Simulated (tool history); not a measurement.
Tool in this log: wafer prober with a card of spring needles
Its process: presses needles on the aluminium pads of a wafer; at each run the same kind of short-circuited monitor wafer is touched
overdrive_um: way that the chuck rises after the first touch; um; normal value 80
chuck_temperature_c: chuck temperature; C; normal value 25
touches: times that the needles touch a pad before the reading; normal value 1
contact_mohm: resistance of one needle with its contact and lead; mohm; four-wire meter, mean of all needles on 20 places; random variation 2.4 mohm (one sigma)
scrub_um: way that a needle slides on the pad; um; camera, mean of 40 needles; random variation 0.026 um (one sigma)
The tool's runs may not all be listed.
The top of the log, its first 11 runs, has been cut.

-- day=5.925 tips cleaned on abrasive film
-- day=6.383 tips cleaned on abrasive film
run 12 day=6.400 | overdrive_um=83 chuck_temperature_c=25 touches=1 | contact_mohm=268 scrub_um=17.46
-- day=6.833 tips cleaned on abrasive film
run 13 day=7.038 | overdrive_um=80 chuck_temperature_c=25 touches=1 | contact_mohm=271 scrub_um=16.83
-- day=7.304 tips cleaned on abrasive film
run 14 day=7.558 | overdrive_um=80 chuck_temperature_c=25 touches=1 | contact_mohm=274 scrub_um=16.85
-- day=7.783 tips cleaned on abrasive film
-- day=8.262 tips cleaned on abrasive film
run 15 day=8.262 | overdrive_um=80 chuck_temperature_c=25 touches=1 | contact_mohm=269 scrub_um=16.81
-- day=8.712 tips cleaned on abrasive film
run 16 day=8.712 | overdrive_um=80 chuck_temperature_c=25 touches=1 | contact_mohm=269 scrub_um=16.81
-- day=9.200 tips cleaned on abrasive film
run 17 day=9.475 | overdrive_um=66 chuck_temperature_c=78 touches=2 | contact_mohm=291 scrub_um=13.87
-- day=9.683 tips cleaned on abrasive film
run 18 day=9.817 | overdrive_um=66 chuck_temperature_c=78 touches=2 | contact_mohm=284 scrub_um=13.89
-- day=9.900 height of the first contact set anew
-- day=10.171 tips cleaned on abrasive film
run 19 day=10.333 | overdrive_um=75 chuck_temperature_c=28 touches=3 | contact_mohm=273 scrub_um=15.78
-- day=10.662 tips cleaned on abrasive film
run 20 day=10.850 | overdrive_um=70 chuck_temperature_c=121 touches=1 | contact_mohm=300 scrub_um=14.71
-- day=11.125 tips cleaned on abrasive film
run 21 day=11.321 | overdrive_um=70 chuck_temperature_c=34 touches=2 | contact_mohm=278 scrub_um=14.75
-- day=11.562 tips cleaned on abrasive film
-- day=12.021 tips cleaned on abrasive film
run 22 day=12.021 | overdrive_um=95 chuck_temperature_c=35 touches=1 | contact_mohm=269 scrub_um=20.02
-- day=12.492 tips cleaned on abrasive film
run 23 day=12.808 | overdrive_um=99 chuck_temperature_c=85 touches=2 | contact_mohm=284 scrub_um=20.84
-- day=12.971 tips cleaned on abrasive film
run 24 day=13.250 | overdrive_um=80 chuck_temperature_c=25 touches=3 | contact_mohm=268 scrub_um=16.82
-- day=13.446 tips cleaned on abrasive film
run 25 day=13.592 | overdrive_um=80 chuck_temperature_c=25 touches=3 | contact_mohm=270 scrub_um=16.83
-- day=13.938 tips cleaned on abrasive film
run 26 day=14.129 | overdrive_um=63 chuck_temperature_c=37 touches=1 | contact_mohm=275 scrub_um=13.26
-- day=14.433 tips cleaned on abrasive film
run 27 day=14.688 | overdrive_um=88 chuck_temperature_c=63 touches=1 | contact_mohm=281 scrub_um=18.55
-- day=14.912 tips cleaned on abrasive film
-- day=15.371 tips cleaned on abrasive film
run 28 day=15.488 | overdrive_um=90 chuck_temperature_c=35 touches=1 | contact_mohm=275 scrub_um=18.95
-- day=15.821 tips cleaned on abrasive film
-- day=16.275 tips cleaned on abrasive film
run 29 day=16.304 | overdrive_um=90 chuck_temperature_c=35 touches=1 | contact_mohm=273 scrub_um=18.93
-- day=16.712 tips cleaned on abrasive film
run 30 day=16.796 | overdrive_um=80 chuck_temperature_c=92 touches=1 | contact_mohm=289 scrub_um=16.82
-- day=17.183 tips cleaned on abrasive film
run 31 day=17.450 | overdrive_um=92 chuck_temperature_c=26 touches=1 | contact_mohm=271 scrub_um=19.32

Below are 3 alternative next runs, each starting from the tool's condition after run 31. Predict each:
-- day=17.633 tips cleaned on abrasive film
run A day=17.996 | overdrive_um=68 chuck_temperature_c=63 touches=1 | contact_mohm=? scrub_um=?
-- day=17.633 tips cleaned on abrasive film
run B day=17.996 | overdrive_um=85 chuck_temperature_c=25 touches=1 | contact_mohm=? scrub_um=?
-- day=17.633 tips cleaned on abrasive film
run C day=17.996 | overdrive_um=70 chuck_temperature_c=50 touches=1 | contact_mohm=? scrub_um=?

run=A contact_mohm=280 scrub_um=14.34
run=B contact_mohm=267 scrub_um=17.92
run=C contact_mohm=278 scrub_um=14.75
Had the tool no hidden state, the same runs would have come out as:
run=A contact_mohm=279 scrub_um=14.35
run=B contact_mohm=267 scrub_um=17.93
run=C contact_mohm=277 scrub_um=14.76
